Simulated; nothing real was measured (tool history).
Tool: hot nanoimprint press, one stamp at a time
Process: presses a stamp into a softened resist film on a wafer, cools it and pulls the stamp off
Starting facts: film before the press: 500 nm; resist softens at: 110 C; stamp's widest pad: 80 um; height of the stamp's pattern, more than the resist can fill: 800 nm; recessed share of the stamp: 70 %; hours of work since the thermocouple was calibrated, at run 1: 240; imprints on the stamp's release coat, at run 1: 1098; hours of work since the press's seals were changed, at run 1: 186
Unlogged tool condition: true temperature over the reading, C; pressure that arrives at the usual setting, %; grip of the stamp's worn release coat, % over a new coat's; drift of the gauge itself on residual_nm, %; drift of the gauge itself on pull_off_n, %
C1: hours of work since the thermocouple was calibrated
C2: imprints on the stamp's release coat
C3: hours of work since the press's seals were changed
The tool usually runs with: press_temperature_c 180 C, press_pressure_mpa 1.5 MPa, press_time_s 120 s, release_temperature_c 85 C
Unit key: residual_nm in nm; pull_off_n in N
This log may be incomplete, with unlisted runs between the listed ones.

run 1 hour=0 | press_temperature_c=180 press_pressure_mpa=1.5 press_time_s=120 release_temperature_c=85 | C1=240 C2=1098 C3=186 | residual_nm=259.2 pull_off_n=352
run 2 hour=6.4 | press_temperature_c=180 press_pressure_mpa=1.5 press_time_s=120 release_temperature_c=85 | C1=243 C2=1118 C3=189 | residual_nm=261.5 pull_off_n=357
run 3 hour=12.7 | press_temperature_c=180 press_pressure_mpa=1.5 press_time_s=63 release_temperature_c=85 | C1=246 C2=1138 C3=192 | residual_nm=318.3 pull_off_n=372
run 4 hour=19.2 | press_temperature_c=180 press_pressure_mpa=1.5 press_time_s=120 release_temperature_c=85 | C1=249 C2=1159 C3=195 | residual_nm=255.6 pull_off_n=366
-- hour=22.9 plate thermocouple calibrated
run 5 hour=32.2 | press_temperature_c=180 press_pressure_mpa=1.5 press_time_s=120 release_temperature_c=85 | C1=4 C2=1191 C3=199 | residual_nm=259 pull_off_n=368
run 6 hour=40.7 | press_temperature_c=180 press_pressure_mpa=1.5 press_time_s=120 release_temperature_c=85 | C1=8 C2=1218 C3=203 | residual_nm=261.2 pull_off_n=388
run 7 hour=50.9 | press_temperature_c=180 press_pressure_mpa=1.5 press_time_s=120 release_temperature_c=85 | C1=13 C2=1250 C3=208 | residual_nm=261.1 pull_off_n=367
run 8 hour=56.4 | press_temperature_c=180 press_pressure_mpa=1.5 press_time_s=120 release_temperature_c=85 | C1=15 C2=1268 C3=210 | residual_nm=261.5 pull_off_n=379
run 9 hour=63.6 | press_temperature_c=180 press_pressure_mpa=1.5 press_time_s=120 release_temperature_c=85 | C1=18 C2=1291 C3=214 | residual_nm=260.7 pull_off_n=366
run 10 hour=69.4 | press_temperature_c=180 press_pressure_mpa=1.5 press_time_s=85 release_temperature_c=85 | C1=21 C2=1310 C3=216 | residual_nm=293 pull_off_n=358
run 11 hour=74 | press_temperature_c=180 press_pressure_mpa=1.2 press_time_s=120 release_temperature_c=88 | C1=23 C2=1324 C3=218 | residual_nm=283.4 pull_off_n=358

5 ways to go on from here, each from the tool as it stands after run 11. What would each give?
-- hour=81.2 plate thermocouple calibrated, once more
run A hour=82.6 | press_temperature_c=180 press_pressure_mpa=1.5 press_time_s=193 release_temperature_c=85 | C1=1 C2=1342 C3=221 | residual_nm=? pull_off_n=?
-- hour=81.2 plate thermocouple calibrated, once more
run B hour=82.6 | press_temperature_c=180 press_pressure_mpa=1.59 press_time_s=72 release_temperature_c=88 | C1=1 C2=1342 C3=221 | residual_nm=? pull_off_n=?
-- hour=81.2 plate thermocouple calibrated, once more
run C hour=82.6 | press_temperature_c=180 press_pressure_mpa=1.2 press_time_s=88 release_temperature_c=71 | C1=1 C2=1342 C3=221 | residual_nm=? pull_off_n=?
-- hour=81.2 plate thermocouple calibrated, once more
run D hour=82.6 | press_temperature_c=169 press_pressure_mpa=2.33 press_time_s=120 release_temperature_c=70 | C1=1 C2=1342 C3=221 | residual_nm=? pull_off_n=?
-- hour=81.2 plate thermocouple calibrated, once more
run E hour=82.6 | press_temperature_c=179 press_pressure_mpa=1.02 press_time_s=120 release_temperature_c=71 | C1=1 C2=1342 C3=221 | residual_nm=? pull_off_n=?

run=A residual_nm=210.9 pull_off_n=382
run=B residual_nm=299 pull_off_n=351
run=C residual_nm=306.2 pull_off_n=486
run=D residual_nm=313.8 pull_off_n=504
run=E residual_nm=304 pull_off_n=491
The same runs, with their run-to-run variation unchanged, on a tool lacking any hidden condition would have given:
run=A residual_nm=208.2 pull_off_n=236
run=B residual_nm=295.9 pull_off_n=217
run=C residual_nm=303.5 pull_off_n=301
run=D residual_nm=309.8 pull_off_n=312
run=E residual_nm=301.4 pull_off_n=304

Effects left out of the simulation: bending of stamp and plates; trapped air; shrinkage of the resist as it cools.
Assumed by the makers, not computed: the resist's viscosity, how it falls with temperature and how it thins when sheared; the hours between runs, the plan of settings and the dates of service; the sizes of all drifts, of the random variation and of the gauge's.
